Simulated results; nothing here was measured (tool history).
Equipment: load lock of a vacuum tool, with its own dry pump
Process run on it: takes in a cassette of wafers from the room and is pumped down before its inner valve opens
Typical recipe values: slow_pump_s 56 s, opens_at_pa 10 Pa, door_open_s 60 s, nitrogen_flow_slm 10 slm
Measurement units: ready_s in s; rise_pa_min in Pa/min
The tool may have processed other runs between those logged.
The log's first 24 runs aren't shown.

run,hour,slow_pump_s,opens_at_pa,door_open_s,nitrogen_flow_slm,"incoming humidity of the room's air, %",ready_s,rise_pa_min
25,9069.1,50,15,157,4,44.4,72.5,0.144
26,9427.3,38,10,100,20,49.4,62.9,0.105
27,9830.6,63,9,60,10,45.0,86.3,0.094
28,10124.1,101,10,60,4,46.2,119.3,0.105
29,10385.9,101,12,60,15,47.0,118.4,0.094
30,10977.4,101,9,60,34,46.1,119.9,0.089
31,11436.3,101,9,60,34,42.6,120.0,0.086
32,12033.6,43,11,67,9,44.2,68.4,0.111
33,12369.6,43,11,67,9,45.4,68.8,0.115
34,12973.3,75,12,60,10,43.7,97.1,0.114
35,13413.6,75,12,60,10,45.1,96.0,0.118
36,13685.9,75,12,60,10,45.0,96.1,0.122
37,13986.3,56,10,114,10,46.3,80.4,0.135

What if the next run were any one of these 3? Each begins from the tool's condition after run 37:
A,14403.1,71,10,114,20,43.9,?,?
B,14403.1,56,8,114,10,46.2,?,?
C,14403.1,56,10,163,10,45.9,?,?

run,ready_s,rise_pa_min
A,93.7,0.132
B,81.2,0.150
C,80.6,0.168
The same runs, with their run-to-run variation unchanged, on a tool lacking any hidden condition would have given:
run,ready_s,rise_pa_min
A,89.2,0.062
B,76.1,0.079
C,75.7,0.097
